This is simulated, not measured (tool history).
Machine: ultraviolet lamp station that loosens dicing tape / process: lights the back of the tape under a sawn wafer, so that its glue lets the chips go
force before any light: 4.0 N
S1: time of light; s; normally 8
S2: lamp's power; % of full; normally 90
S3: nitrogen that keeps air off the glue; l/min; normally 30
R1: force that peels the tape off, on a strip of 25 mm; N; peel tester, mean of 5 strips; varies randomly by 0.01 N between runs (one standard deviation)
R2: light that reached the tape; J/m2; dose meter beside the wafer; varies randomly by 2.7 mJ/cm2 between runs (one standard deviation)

run   hour  S1  S2  S3     R1    R2
  1      0   8  90  30  0.481  3420
  2   19.8   8  90  30  0.483  3480
  3   35.1   4  90  30  1.164  1740
  4   49.1   4  90  30  1.191  1690
  5   66.7   4  90  30  1.234  1710
  6   81.6   8  90  30  0.507  3330
  7  101.8   8  90  30  0.463  3380
  8  114.1   8  90  30  0.514  3370
  9  127.3   8  90  30  0.483  3310
 10  150.4   8  90  30    0.5  3310
 11  171.6   8  90  30  0.519  3300
 12  188.8   8  90  30  0.515  3260
 13  204.5   8  90  30  0.512  3280
 14  227.1   8  90  17  0.654  3230
 15    242   8  71  17  0.916  2480
 16  261.5   8  71  17  0.923  2540
 17  283.9   8  90  30  0.529  3190
 18  306.6   8  90  30  0.541  3160
 19  318.5   9  90  30  0.455  3520
     321.4  -- window cleaned of glue's vapour
 20  332.9   9  90  30  0.412  3900
 21  354.4   6  71  16  1.189  2050
 22  369.6  11  90  24  0.354  4660
 23  380.8   5  90  31  0.922  2090
 24  401.4  13  83  57  0.283  5030
 25  413.5  14  87  30  0.269  5650
 26  434.7   5  92  10  1.392  2130
 27  458.9   5  92  10  1.356  2110
 28  472.7   5  92  10  1.353  2080
 29  499.1   8  83  30  0.565  3030
 30  522.5   8  83  30   0.59  2980
 31  541.8   8  63  30  0.843  2250
 32  562.9   7  72  18  1.025  2230
 33  579.9  10  95  53  0.329  4190

The next listed run, before its measurement:
 34  604.8  10  95  53   ?   ?

Run 34 gave R1 0.311 N, R2 4170 J/m2.
Without the tool's hidden state the same run would have given R1 0.272 N, R2 4870 J/m2.

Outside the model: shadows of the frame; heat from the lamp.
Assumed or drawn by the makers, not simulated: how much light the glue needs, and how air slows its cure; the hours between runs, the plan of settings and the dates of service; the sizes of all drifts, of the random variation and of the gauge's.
